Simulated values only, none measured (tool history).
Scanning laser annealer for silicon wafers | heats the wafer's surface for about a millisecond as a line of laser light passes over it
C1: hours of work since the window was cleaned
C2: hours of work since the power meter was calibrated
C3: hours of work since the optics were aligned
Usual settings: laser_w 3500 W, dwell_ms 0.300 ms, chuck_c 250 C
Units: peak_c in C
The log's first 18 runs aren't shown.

run 19 hour=976.6 | laser_w=3500 dwell_ms=0.231 chuck_c=250 | C1=413 C2=693 C3=1462 | peak_c=888
run 20 hour=1007.9 | laser_w=3646 dwell_ms=0.371 chuck_c=223 | C1=435 C2=715 C3=1483 | peak_c=1053
run 21 hour=1062.1 | laser_w=3288 dwell_ms=0.371 chuck_c=262 | C1=473 C2=753 C3=1521 | peak_c=1016
run 22 hour=1098.2 | laser_w=3307 dwell_ms=0.232 chuck_c=265 | C1=498 C2=778 C3=1546 | peak_c=873
run 23 hour=1162.7 | laser_w=3183 dwell_ms=0.319 chuck_c=239 | C1=542 C2=823 C3=1591 | peak_c=921
run 24 hour=1219.0 | laser_w=3500 dwell_ms=0.296 chuck_c=228 | C1=582 C2=862 C3=1630 | peak_c=947
run 25 hour=1273.8 | laser_w=3500 dwell_ms=0.296 chuck_c=228 | C1=620 C2=900 C3=1668 | peak_c=945
-- hour=1294.7 window over the wafer cleaned
run 26 hour=1340.4 | laser_w=3500 dwell_ms=0.296 chuck_c=228 | C1=32 C2=945 C3=1713 | peak_c=944
run 27 hour=1403.5 | laser_w=3095 dwell_ms=0.300 chuck_c=275 | C1=76 C2=988 C3=1757 | peak_c=922
run 28 hour=1440.1 | laser_w=3095 dwell_ms=0.300 chuck_c=275 | C1=101 C2=1014 C3=1782 | peak_c=918
run 29 hour=1478.6 | laser_w=3500 dwell_ms=0.263 chuck_c=279 | C1=128 C2=1041 C3=1809 | peak_c=956
-- hour=1507.7 optics aligned, line set to its width
run 30 hour=1514.9 | laser_w=3027 dwell_ms=0.307 chuck_c=252 | C1=149 C2=1062 C3=5 | peak_c=894
run 31 hour=1560.1 | laser_w=3027 dwell_ms=0.307 chuck_c=252 | C1=181 C2=1094 C3=36 | peak_c=891
run 32 hour=1607.9 | laser_w=3444 dwell_ms=0.219 chuck_c=256 | C1=214 C2=1127 C3=70 | peak_c=869
run 33 hour=1674.4 | laser_w=3478 dwell_ms=0.301 chuck_c=216 | C1=260 C2=1173 C3=116 | peak_c=935
run 34 hour=1718.6 | laser_w=3497 dwell_ms=0.261 chuck_c=250 | C1=291 C2=1204 C3=147 | peak_c=927
run 35 hour=1759.6 | laser_w=3497 dwell_ms=0.261 chuck_c=250 | C1=319 C2=1232 C3=175 | peak_c=924
run 36 hour=1802.6 | laser_w=3497 dwell_ms=0.261 chuck_c=250 | C1=349 C2=1262 C3=205 | peak_c=926
run 37 hour=1852.7 | laser_w=3403 dwell_ms=0.300 chuck_c=250 | C1=384 C2=1297 C3=240 | peak_c=951

4 ways to go on from here, each from the tool as it stands after run 37. What would each give?
run A hour=1914.7 | laser_w=3500 dwell_ms=0.217 chuck_c=250 | C1=427 C2=1340 C3=283 | peak_c=?
run B hour=1914.7 | laser_w=3366 dwell_ms=0.300 chuck_c=250 | C1=427 C2=1340 C3=283 | peak_c=?
run C hour=1914.7 | laser_w=3541 dwell_ms=0.300 chuck_c=221 | C1=427 C2=1340 C3=283 | peak_c=?
run D hour=1914.7 | laser_w=3095 dwell_ms=0.257 chuck_c=250 | C1=427 C2=1340 C3=283 | peak_c=?

run=A peak_c=866
run=B peak_c=948
run=C peak_c=951
run=D peak_c=851
Without the tool's hidden state the same runs would have given:
run=A peak_c=867
run=B peak_c=949
run=C peak_c=952
run=D peak_c=852
